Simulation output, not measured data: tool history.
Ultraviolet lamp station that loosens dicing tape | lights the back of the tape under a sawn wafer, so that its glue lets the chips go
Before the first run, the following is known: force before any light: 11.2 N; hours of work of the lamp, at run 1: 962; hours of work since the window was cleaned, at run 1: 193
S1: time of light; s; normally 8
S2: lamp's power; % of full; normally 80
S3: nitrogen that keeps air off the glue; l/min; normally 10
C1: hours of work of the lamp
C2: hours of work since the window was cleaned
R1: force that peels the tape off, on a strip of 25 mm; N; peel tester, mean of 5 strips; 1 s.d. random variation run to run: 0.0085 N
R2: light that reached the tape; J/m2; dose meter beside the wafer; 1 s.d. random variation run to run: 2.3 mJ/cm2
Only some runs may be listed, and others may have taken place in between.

run	day	S1	S2	S3	C1	C2	R1	R2
1	0.000	8	80	10	962	193	0.877	1710
2	1.988	8	80	10	994	225	0.962	1670
# day 3.092: window cleaned of glue's vapour
3	4.388	8	80	10	1032	21	0.694	1890
4	5.488	8	80	4	1050	39	1.535	1830
5	6.717	8	80	4	1070	58	1.551	1810
6	8.579	8	83	10	1100	88	0.719	1790
7	10.804	8	68	10	1135	124	1.275	1430
8	12.704	8	80	10	1166	155	0.909	1630
9	14.429	8	80	5	1194	182	1.615	1630
10	16.625	8	92	4	1229	218	1.567	1790
11	17.779	5	99	19	1248	236	1.268	1200
# day 18.212: window cleaned of glue's vapour
12	18.879	5	99	19	1265	11	0.964	1390
13	20.575	4	70	15	1292	38	3.036	750
14	21.812	8	89	6	1312	58	1.023	1870
15	23.938	6	66	6	1346	92	3.189	1000
16	26.304	6	66	6	1384	130	3.211	990
17	28.288	7	88	12	1416	162	1.007	1500

Describe how what the log doesn't record of the tool's condition differs between the last listed run preceding each entry between runs and the first listed run following it.
Runs 2 to 3: window cleaned of glue's vapour (day 3.092)
  lamp's light, % of a new lamp's: 79.7 -> 79; light that the window lets through, % of a clean one's: 85.6 -> 98.3
  measured value less the no-hidden-state value, R1: +0.615 -> +0.351 N; R2: -770 -> -540 J/m2
Runs 11 to 12: window cleaned of glue's vapour (day 18.212)
  lamp's light, % of a new lamp's: 74.8 -> 74.5; light that the window lets through, % of a clean one's: 85.5 -> 98.9
  measured value less the no-hidden-state value, R1: +0.850 -> +0.528 N; R2: -670 -> -500 J/m2

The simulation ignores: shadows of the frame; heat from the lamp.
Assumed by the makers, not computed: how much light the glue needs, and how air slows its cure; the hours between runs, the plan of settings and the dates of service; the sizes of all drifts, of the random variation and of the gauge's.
